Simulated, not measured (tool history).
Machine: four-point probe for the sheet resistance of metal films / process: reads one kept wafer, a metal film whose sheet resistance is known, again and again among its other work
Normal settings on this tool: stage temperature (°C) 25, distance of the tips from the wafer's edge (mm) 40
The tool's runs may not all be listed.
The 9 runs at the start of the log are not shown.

run,hour,stage temperature (°C),distance of the tips from the wafer's edge (mm),sheet resistance as the instrument gives it (ohm/square)
10,172.1,34,40,0.103948
11,197.9,21,40,0.103928
12,222.8,25,40,0.103968
13,245.1,25,20,0.104114
14,269,25,5,0.107399
15,291.2,25,5,0.107425
16,312.3,21,40,0.10398
17,328.9,21,40,0.104038
18,350.7,25,68,0.103991
19,375.2,25,68,0.103975
20,389.2,25,3,0.113056
21,414.9,25,3,0.113055
22,436.6,25,3,0.113061
23,456,25,40,0.104073
24,474.3,25,40,0.104053

What will run 25 give?
25,497.2,25,40,?

{"run 25": {"sheet resistance as the instrument gives it (ohm/square)": 0.104079}}
Were there no unlogged condition in the tool, this run, its random variation unchanged, would have produced sheet resistance as the instrument gives it (ohm/square) 0.103665.
